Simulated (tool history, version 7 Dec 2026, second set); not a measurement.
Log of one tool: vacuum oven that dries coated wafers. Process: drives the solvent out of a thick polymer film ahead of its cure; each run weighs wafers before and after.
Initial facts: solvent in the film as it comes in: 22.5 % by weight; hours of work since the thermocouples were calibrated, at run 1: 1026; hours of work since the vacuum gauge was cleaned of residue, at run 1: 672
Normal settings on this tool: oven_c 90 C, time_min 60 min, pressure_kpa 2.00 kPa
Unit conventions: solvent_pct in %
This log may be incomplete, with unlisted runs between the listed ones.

| run | hour | oven_c | time_min | pressure_kpa | hours of work since the thermocouples were calibrated | hours of work since the vacuum gauge was cleaned of residue | solvent_pct |
|---|---|---|---|---|---|---|---|
| 1 | 0.0 | 90 | 60 | 2.00 | 1026 | 672 | 1.14 |
| 2 | 35.6 | 90 | 60 | 1.36 | 1049 | 695 | 1.00 |
| 3 | 64.6 | 90 | 60 | 1.05 | 1068 | 714 | 0.94 |
| 4 | 102.8 | 90 | 60 | 1.05 | 1093 | 739 | 0.94 |
| 5 | 129.8 | 90 | 60 | 2.00 | 1110 | 757 | 1.15 |
| 6 | 161.0 | 90 | 60 | 2.00 | 1131 | 777 | 1.13 |
| 7 | 197.7 | 90 | 60 | 2.00 | 1155 | 801 | 1.09 |
| 8 | 230.4 | 90 | 60 | 2.00 | 1176 | 822 | 1.12 |
| 9 | 255.8 | 101 | 60 | 2.00 | 1192 | 839 | 0.32 |
| 10 | 273.3 | 101 | 60 | 2.00 | 1204 | 850 | 0.36 |
| 11 | 296.6 | 101 | 60 | 2.00 | 1219 | 865 | 0.39 |
| 12 | 336.7 | 101 | 60 | 2.00 | 1245 | 891 | 0.35 |
| 13 | 374.5 | 101 | 60 | 2.00 | 1270 | 916 | 0.37 |
| 14 | 401.2 | 91 | 62 | 2.34 | 1287 | 933 | 0.99 |
| 15 | 424.9 | 92 | 104 | 1.29 | 1302 | 949 | 0.32 |
| 16 | 454.4 | 92 | 52 | 1.12 | 1322 | 968 | 0.92 |
|  | 458.4 | oven's thermocouples calibrated |
| 17 | 473.8 | 103 | 72 | 7.79 | 10 | 979 | 1.23 |
| 18 | 514.0 | 103 | 72 | 7.79 | 36 | 1005 | 1.28 |
| 19 | 532.7 | 90 | 84 | 2.00 | 48 | 1017 | 0.80 |

Describe how what the log doesn't record of the tool's condition differs between the last listed run preceding each entry between runs and the first listed run following it.
Run 16 -> run 17: oven's thermocouples calibrated (hour 458.4)
  true wafer temperature over the reading, C: 2.01 -> 0.28; true pressure over the reading, kPa: 0.091 -> 0.092
  what was measured, less what the result would be without the hidden state, solvent_pct: -0.31 -> +0.01 %

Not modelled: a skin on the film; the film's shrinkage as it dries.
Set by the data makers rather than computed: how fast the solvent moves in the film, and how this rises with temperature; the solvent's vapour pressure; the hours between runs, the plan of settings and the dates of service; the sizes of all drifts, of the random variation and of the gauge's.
